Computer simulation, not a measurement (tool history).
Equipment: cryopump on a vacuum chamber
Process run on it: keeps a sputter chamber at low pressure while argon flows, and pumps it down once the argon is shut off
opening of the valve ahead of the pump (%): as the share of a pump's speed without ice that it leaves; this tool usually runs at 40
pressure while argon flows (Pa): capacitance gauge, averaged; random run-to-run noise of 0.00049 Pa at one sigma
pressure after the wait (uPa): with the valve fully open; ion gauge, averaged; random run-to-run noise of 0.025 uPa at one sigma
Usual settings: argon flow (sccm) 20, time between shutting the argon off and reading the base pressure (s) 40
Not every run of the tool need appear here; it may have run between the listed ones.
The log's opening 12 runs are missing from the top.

run	hour	argon flow (sccm)	time between shutting the argon off and reading the base pressure (s)	opening of the valve ahead of the pump (%)	hours of work since the pump was warmed up and emptied	hours of work since the cold head was overhauled	hours of work since the chamber's fittings were tightened	pressure while argon flows (Pa)	pressure after the wait (uPa)
13	1096.6	22	40	40	283	1756	3184	0.042	2.08
# hour 1198.9: pump warmed up, emptied and cooled again
14	1211.1	12	40	40	7	1816	3244	0.0216	2
15	1288.5	12	40	40	49	1859	3287	0.0215	1.96
16	1364.8	20	27	40	91	1901	3328	0.036	2.48
17	1434.6	20	27	40	129	1939	3367	0.0364	2.44
18	1557.2	15	147	53	196	2006	3434	0.021	1.45
19	1651.5	28	40	43	248	2058	3486	0.0489	2.19
20	1754	19	196	48	304	2114	3542	0.0308	1.53
# hour 1819.1: pump warmed up, emptied and cooled again
21	1851.5	20	136	40	18	2165	3592	0.0358	1.43
22	1922.8	38	136	40	57	2204	3632	0.0688	1.51
23	1990	24	71	39	94	2241	3668	0.0438	1.77
24	2085.3	24	71	39	146	2293	3721	0.045	1.8
25	2149.9	24	71	30	181	2328	3756	0.0586	1.87
# hour 2204.3: leaking fittings of the chamber tightened, without venting
26	2244.5	22	40	16	232	2379	22	0.0988	1.03
27	2320.6	24	127	28	274	2421	64	0.0634	0.43
# hour 2441.5: pump warmed up, emptied and cooled again
28	2445.3	8	170	40	2	2486	129	0.0152	0.41
29	2507.7	19	170	40	36	2520	164	0.0347	0.4
30	2575.2	10	95	22	73	2557	201	0.0328	0.6
31	2667.2	17	23	30	124	2608	251	0.0414	1.81
32	2739.1	17	23	30	163	2647	290	0.0412	1.71
33	2797.1	17	40	43	195	2679	322	0.0297	1.14
34	2887.5	17	82	40	244	2729	372	0.0322	0.72

Predict each of these 4 candidate next runs independently; none follows another, all start after run 34:
A	2955	38	82	22	281	2766	409	?	?
B	2955	20	40	19	281	2766	409	?	?
C	2955	20	28	28	281	2766	409	?	?
D	2955	17	82	17	281	2766	409	?	?

run	pressure while argon flows (Pa)	pressure after the wait (uPa)
A	0.1265	0.69
B	0.0761	1.15
C	0.0532	1.59
D	0.0729	0.69
Without the tool's hidden state the same runs would have given:
run	pressure while argon flows (Pa)	pressure after the wait (uPa)
A	0.1222	0.52
B	0.0738	0.98
C	0.0509	1.42
D	0.071	0.53
